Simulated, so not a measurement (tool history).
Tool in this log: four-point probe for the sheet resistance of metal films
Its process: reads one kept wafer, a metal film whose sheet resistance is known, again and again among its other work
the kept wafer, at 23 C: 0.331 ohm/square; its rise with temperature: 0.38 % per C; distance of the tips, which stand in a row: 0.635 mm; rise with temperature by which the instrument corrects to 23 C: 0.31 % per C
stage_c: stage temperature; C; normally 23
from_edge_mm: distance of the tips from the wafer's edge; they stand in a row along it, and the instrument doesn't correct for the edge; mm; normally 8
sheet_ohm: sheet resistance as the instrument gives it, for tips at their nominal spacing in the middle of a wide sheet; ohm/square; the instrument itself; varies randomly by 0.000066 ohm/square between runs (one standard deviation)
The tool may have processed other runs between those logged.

run	day	stage_c	from_edge_mm	sheet_ohm
1	0.000	23	8	0.332584
2	0.450	23	8	0.332602
3	1.142	23	48	0.331497
4	1.812	23	48	0.331295
5	2.404	23	48	0.331339
6	3.112	20	48	0.330393
7	3.675	20	48	0.330583
8	4.067	20	48	0.330434
9	4.662	20	48	0.330405
10	5.283	23	5	0.333878
11	5.996	23	5	0.333989
12	6.296	21	8	0.331722
13	6.971	21	8	0.331774
14	7.608	21	8	0.331668
15	8.271	23	8	0.332123
16	8.704	23	8	0.332156
17	9.042	27	8	0.333019
18	9.338	23	8	0.332123
19	9.883	32	8	0.334388
20	10.575	23	8	0.332068
21	11.292	23	8	0.331944
22	11.750	20	8	0.331116
23	12.092	20	8	0.331075
24	12.767	18	44	0.329458
25	13.217	18	3	0.337175
26	13.938	18	3	0.337098
27	14.658	18	3	0.337087
28	15.379	23	42	0.330710
29	15.888	18	4	0.333709
30	16.342	18	4	0.333641
31	16.950	18	4	0.333635
32	17.533	21	24	0.330091
33	18.250	23	26	0.330619
34	18.642	23	26	0.330614
35	19.338	34	73	0.333161
36	19.742	22	9	0.331075
37	20.125	34	8	0.334325
38	20.571	23	11	0.330912
39	20.883	25	44	0.330765
40	21.221	25	44	0.330877
41	21.725	27	8	0.332476
42	22.246	22	4	0.334530
43	22.958	23	7	0.331718
44	23.342	27	44	0.331156

Difference, measured minus no-hidden-state, one row per run. Run-to-run variation is common to both terms; the gauge's own scatter need not be:
Hidden state present: inner tips' distance over the nominal, %; tips' flats over new ones', %; wafer's true temperature over the reading, C; drift of the gauge itself on sheet_ohm, %.
run	sheet_ohm
1	+0.000429
2	+0.000408
3	+0.000369
4	+0.000334
5	+0.000300
6	+0.000262
7	+0.000234
8	+0.000212
9	+0.000180
10	+0.000154
11	+0.000118
12	+0.000100
13	+0.000065
14	+0.000032
15	+0.000002
16	-0.000021
17	-0.000036
18	-0.000054
19	-0.000076
20	-0.000117
21	-0.000156
22	-0.000182
23	-0.000199
24	-0.000234
25	-0.000262
26	-0.000301
27	-0.000337
28	-0.000364
29	-0.000398
30	-0.000421
31	-0.000453
32	-0.000476
33	-0.000512
34	-0.000533
35	-0.000568
36	-0.000592
37	-0.000610
38	-0.000632
39	-0.000648
40	-0.000664
41	-0.000693
42	-0.000726
43	-0.000757
44	-0.000773
